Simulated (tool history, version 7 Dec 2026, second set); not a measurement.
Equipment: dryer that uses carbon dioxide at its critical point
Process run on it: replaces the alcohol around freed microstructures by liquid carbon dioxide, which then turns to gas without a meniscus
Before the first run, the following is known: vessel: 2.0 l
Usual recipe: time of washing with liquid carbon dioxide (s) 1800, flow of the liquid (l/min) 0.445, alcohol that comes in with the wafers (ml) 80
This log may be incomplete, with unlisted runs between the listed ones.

run	day	time of washing with liquid carbon dioxide (s)	flow of the liquid (l/min)	alcohol that comes in with the wafers (ml)	alcohol left in the vessel before it's heated (ppm by volume)
1	0.000	1800	0.445	80	82
2	1.479	1800	0.445	25	54
3	2.525	1800	0.445	25	59
4	3.958	1800	0.445	25	58
5	5.238	1800	0.445	92	126
6	7.496	1800	0.445	80	133
7	8.854	1800	0.617	80	44
8	10.942	1800	0.617	80	75
9	11.967	1800	0.322	80	564
10	13.329	1800	0.322	80	588
# day 14.371: inlet filter changed
11	15.538	1800	0.322	80	424
12	17.138	2040	0.443	23	71
13	19.192	2040	0.443	23	87
14	20.338	2340	0.445	80	70
15	21.292	2640	0.342	32	84
16	22.779	2640	0.342	32	87

What if the next run were any one of these 4? Each begins from the tool's condition after run 16:
A	24.042	1320	0.445	95	?
B	24.042	2640	0.363	32	?
C	24.042	2220	0.445	80	?
D	24.042	1800	0.451	80	?

run	alcohol left in the vessel before it's heated (ppm by volume)
A	626
B	82
C	92
D	162
Stripped of hidden state, with their random variation kept, the same runs would have yielded:
run	alcohol left in the vessel before it's heated (ppm by volume)
A	377
B	8
C	11
D	54
